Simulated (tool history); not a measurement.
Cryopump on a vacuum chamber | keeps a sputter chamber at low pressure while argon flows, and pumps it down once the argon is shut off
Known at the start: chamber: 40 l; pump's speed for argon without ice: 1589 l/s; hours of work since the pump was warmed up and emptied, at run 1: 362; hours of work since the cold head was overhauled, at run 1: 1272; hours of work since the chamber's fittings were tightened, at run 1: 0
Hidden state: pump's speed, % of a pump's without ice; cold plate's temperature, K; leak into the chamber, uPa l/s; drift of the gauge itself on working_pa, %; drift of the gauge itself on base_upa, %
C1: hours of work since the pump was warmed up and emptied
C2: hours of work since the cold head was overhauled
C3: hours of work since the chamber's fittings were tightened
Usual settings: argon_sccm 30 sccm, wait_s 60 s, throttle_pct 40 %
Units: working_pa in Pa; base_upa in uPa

{"run": 1, "hour": 0.0, "argon_sccm": 30, "wait_s": 60, "throttle_pct": 40, "C1": 362, "C2": 1272, "C3": 0, "working_pa": 0.0902, "base_upa": 1.82}
{"run": 2, "hour": 50.5, "argon_sccm": 30, "wait_s": 60, "throttle_pct": 56, "C1": 390, "C2": 1300, "C3": 28, "working_pa": 0.0693, "base_upa": 1.85}
{"run": 3, "hour": 117.2, "argon_sccm": 30, "wait_s": 60, "throttle_pct": 56, "C1": 428, "C2": 1338, "C3": 66, "working_pa": 0.0698, "base_upa": 1.82}
{"hour": 134.3, "done": "pump warmed up, emptied and cooled again"}
{"run": 4, "hour": 153.9, "argon_sccm": 30, "wait_s": 60, "throttle_pct": 56, "C1": 11, "C2": 1356, "C3": 84, "working_pa": 0.0569, "base_upa": 1.82}
{"run": 5, "hour": 212.5, "argon_sccm": 30, "wait_s": 60, "throttle_pct": 56, "C1": 44, "C2": 1389, "C3": 117, "working_pa": 0.0581, "base_upa": 1.74}
{"run": 6, "hour": 254.3, "argon_sccm": 30, "wait_s": 24, "throttle_pct": 56, "C1": 67, "C2": 1412, "C3": 140, "working_pa": 0.0577, "base_upa": 4}
{"run": 7, "hour": 291.9, "argon_sccm": 30, "wait_s": 24, "throttle_pct": 56, "C1": 89, "C2": 1433, "C3": 161, "working_pa": 0.0583, "base_upa": 4.04}
{"run": 8, "hour": 326.2, "argon_sccm": 30, "wait_s": 24, "throttle_pct": 56, "C1": 108, "C2": 1453, "C3": 180, "working_pa": 0.0597, "base_upa": 4.04}
{"run": 9, "hour": 369.2, "argon_sccm": 30, "wait_s": 24, "throttle_pct": 56, "C1": 132, "C2": 1477, "C3": 205, "working_pa": 0.0602, "base_upa": 3.94}
{"run": 10, "hour": 409.7, "argon_sccm": 30, "wait_s": 24, "throttle_pct": 56, "C1": 155, "C2": 1499, "C3": 227, "working_pa": 0.0614, "base_upa": 4.04}
{"run": 11, "hour": 451.9, "argon_sccm": 30, "wait_s": 60, "throttle_pct": 40, "C1": 178, "C2": 1523, "C3": 251, "working_pa": 0.0845, "base_upa": 1.79}
{"run": 12, "hour": 492.6, "argon_sccm": 30, "wait_s": 60, "throttle_pct": 40, "C1": 201, "C2": 1546, "C3": 274, "working_pa": 0.0846, "base_upa": 1.79}
{"run": 13, "hour": 543.2, "argon_sccm": 30, "wait_s": 60, "throttle_pct": 40, "C1": 230, "C2": 1574, "C3": 302, "working_pa": 0.0857, "base_upa": 1.8}
{"run": 14, "hour": 596.0, "argon_sccm": 30, "wait_s": 60, "throttle_pct": 40, "C1": 259, "C2": 1604, "C3": 332, "working_pa": 0.086, "base_upa": 1.79}
{"run": 15, "hour": 642.9, "argon_sccm": 18, "wait_s": 51, "throttle_pct": 49, "C1": 286, "C2": 1630, "C3": 358, "working_pa": 0.0425, "base_upa": 2.06}
{"run": 16, "hour": 706.8, "argon_sccm": 33, "wait_s": 49, "throttle_pct": 40, "C1": 322, "C2": 1666, "C3": 394, "working_pa": 0.0974, "base_upa": 2.2}
{"run": 17, "hour": 754.2, "argon_sccm": 30, "wait_s": 145, "throttle_pct": 25, "C1": 348, "C2": 1693, "C3": 421, "working_pa": 0.1371, "base_upa": 0.99}
{"run": 18, "hour": 801.1, "argon_sccm": 48, "wait_s": 35, "throttle_pct": 40, "C1": 375, "C2": 1719, "C3": 447, "working_pa": 0.1431, "base_upa": 2.87}
{"run": 19, "hour": 845.2, "argon_sccm": 48, "wait_s": 35, "throttle_pct": 40, "C1": 399, "C2": 1744, "C3": 472, "working_pa": 0.1457, "base_upa": 2.99}
{"run": 20, "hour": 885.1, "argon_sccm": 46, "wait_s": 60, "throttle_pct": 41, "C1": 422, "C2": 1766, "C3": 494, "working_pa": 0.1356, "base_upa": 1.91}
{"hour": 912.2, "done": "pump warmed up, emptied and cooled again"}
{"run": 21, "hour": 936.9, "argon_sccm": 30, "wait_s": 60, "throttle_pct": 59, "C1": 14, "C2": 1793, "C3": 521, "working_pa": 0.055, "base_upa": 1.83}
{"run": 22, "hour": 965.1, "argon_sccm": 30, "wait_s": 60, "throttle_pct": 59, "C1": 30, "C2": 1809, "C3": 537, "working_pa": 0.0548, "base_upa": 1.84}
{"run": 23, "hour": 995.9, "argon_sccm": 30, "wait_s": 60, "throttle_pct": 23, "C1": 47, "C2": 1826, "C3": 554, "working_pa": 0.1391, "base_upa": 1.86}
{"run": 24, "hour": 1048.0, "argon_sccm": 30, "wait_s": 60, "throttle_pct": 42, "C1": 76, "C2": 1855, "C3": 583, "working_pa": 0.0774, "base_upa": 1.84}
{"run": 25, "hour": 1094.5, "argon_sccm": 13, "wait_s": 27, "throttle_pct": 34, "C1": 102, "C2": 1881, "C3": 609, "working_pa": 0.0422, "base_upa": 3.62}
{"run": 26, "hour": 1134.4, "argon_sccm": 58, "wait_s": 95, "throttle_pct": 58, "C1": 125, "C2": 1904, "C3": 632, "working_pa": 0.1116, "base_upa": 1.3}

Run 27 comes next. What will it give?
{"run": 27, "hour": 1200.2, "argon_sccm": 58, "wait_s": 95, "throttle_pct": 58, "C1": 162, "C2": 1941, "C3": 669, "working_pa": "?", "base_upa": "?"}

Run 27 gave working_pa 0.115 Pa, base_upa 1.32 uPa.
Without the tool's hidden state the same run would have given working_pa 0.1073 Pa, base_upa 1.15 uPa.
